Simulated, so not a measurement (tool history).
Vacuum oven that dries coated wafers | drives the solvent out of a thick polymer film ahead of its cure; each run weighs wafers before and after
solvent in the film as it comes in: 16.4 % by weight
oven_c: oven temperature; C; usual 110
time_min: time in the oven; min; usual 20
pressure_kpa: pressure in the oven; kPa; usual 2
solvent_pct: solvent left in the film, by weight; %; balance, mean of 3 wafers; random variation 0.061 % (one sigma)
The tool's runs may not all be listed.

{"run": 1, "hour": 0.0, "oven_c": 110, "time_min": 20, "pressure_kpa": 2, "solvent_pct": 3.69}
{"run": 2, "hour": 11.6, "oven_c": 110, "time_min": 20, "pressure_kpa": 2, "solvent_pct": 3.77}
{"run": 3, "hour": 20.5, "oven_c": 124, "time_min": 20, "pressure_kpa": 2, "solvent_pct": 0.9}
{"run": 4, "hour": 33.9, "oven_c": 110, "time_min": 20, "pressure_kpa": 4.26, "solvent_pct": 4.11}
{"run": 5, "hour": 49.7, "oven_c": 110, "time_min": 20, "pressure_kpa": 4.26, "solvent_pct": 4.1}
{"run": 6, "hour": 64.0, "oven_c": 110, "time_min": 20, "pressure_kpa": 4.26, "solvent_pct": 4.18}
{"run": 7, "hour": 72.6, "oven_c": 110, "time_min": 20, "pressure_kpa": 4.26, "solvent_pct": 4.26}
{"run": 8, "hour": 86.5, "oven_c": 110, "time_min": 20, "pressure_kpa": 4.26, "solvent_pct": 4.25}
{"run": 9, "hour": 101.1, "oven_c": 110, "time_min": 20, "pressure_kpa": 2, "solvent_pct": 3.65}
{"run": 10, "hour": 113.6, "oven_c": 110, "time_min": 20, "pressure_kpa": 2, "solvent_pct": 3.76}
{"run": 11, "hour": 126.7, "oven_c": 110, "time_min": 20, "pressure_kpa": 2, "solvent_pct": 3.83}
{"run": 12, "hour": 143.6, "oven_c": 110, "time_min": 20, "pressure_kpa": 2, "solvent_pct": 3.68}
{"run": 13, "hour": 159.4, "oven_c": 110, "time_min": 18, "pressure_kpa": 2, "solvent_pct": 4.19}
{"hour": 162.4, "done": "vacuum gauge cleaned of residue and calibrated"}
{"run": 14, "hour": 173.4, "oven_c": 110, "time_min": 18, "pressure_kpa": 2, "solvent_pct": 4.14}
{"run": 15, "hour": 189.6, "oven_c": 110, "time_min": 19, "pressure_kpa": 2, "solvent_pct": 4.01}
{"run": 16, "hour": 205.5, "oven_c": 115, "time_min": 28, "pressure_kpa": 2, "solvent_pct": 1.45}
{"hour": 209.4, "done": "vacuum gauge cleaned of residue and calibrated, once more"}
{"run": 17, "hour": 215.3, "oven_c": 119, "time_min": 11, "pressure_kpa": 1.03, "solvent_pct": 3.76}
{"run": 18, "hour": 225.1, "oven_c": 117, "time_min": 29, "pressure_kpa": 4.51, "solvent_pct": 1.51}
{"run": 19, "hour": 244.9, "oven_c": 111, "time_min": 20, "pressure_kpa": 7.95, "solvent_pct": 4.61}
{"run": 20, "hour": 254.2, "oven_c": 110, "time_min": 20, "pressure_kpa": 2.41, "solvent_pct": 3.94}
{"run": 21, "hour": 273.3, "oven_c": 95, "time_min": 22, "pressure_kpa": 1.1, "solvent_pct": 7.54}
{"run": 22, "hour": 290.4, "oven_c": 95, "time_min": 22, "pressure_kpa": 1.1, "solvent_pct": 7.64}
{"run": 23, "hour": 300.4, "oven_c": 95, "time_min": 11, "pressure_kpa": 1.1, "solvent_pct": 10.16}
{"run": 24, "hour": 314.0, "oven_c": 95, "time_min": 11, "pressure_kpa": 1.1, "solvent_pct": 10.25}
{"run": 25, "hour": 334.1, "oven_c": 114, "time_min": 23, "pressure_kpa": 6.34, "solvent_pct": 3.11}
{"run": 26, "hour": 348.3, "oven_c": 105, "time_min": 30, "pressure_kpa": 6.7, "solvent_pct": 4.56}
{"run": 27, "hour": 362.6, "oven_c": 105, "time_min": 30, "pressure_kpa": 6.7, "solvent_pct": 4.55}
{"run": 28, "hour": 378.4, "oven_c": 110, "time_min": 27, "pressure_kpa": 3.35, "solvent_pct": 2.89}

Forecast each of these 3 alternatives for the next run:
{"run": "A", "hour": 397.5, "oven_c": 118, "time_min": 24, "pressure_kpa": 4.2, "solvent_pct": "?"}
{"run": "B", "hour": 397.5, "oven_c": 97, "time_min": 17, "pressure_kpa": 5.65, "solvent_pct": "?"}
{"run": "C", "hour": 397.5, "oven_c": 110, "time_min": 14, "pressure_kpa": 3.35, "solvent_pct": "?"}

run=A solvent_pct=1.73
run=B solvent_pct=9.23
run=C solvent_pct=5.78
Without the tool's hidden state the same runs would have given:
run=A solvent_pct=1.52
run=B solvent_pct=8.85
run=C solvent_pct=5.38

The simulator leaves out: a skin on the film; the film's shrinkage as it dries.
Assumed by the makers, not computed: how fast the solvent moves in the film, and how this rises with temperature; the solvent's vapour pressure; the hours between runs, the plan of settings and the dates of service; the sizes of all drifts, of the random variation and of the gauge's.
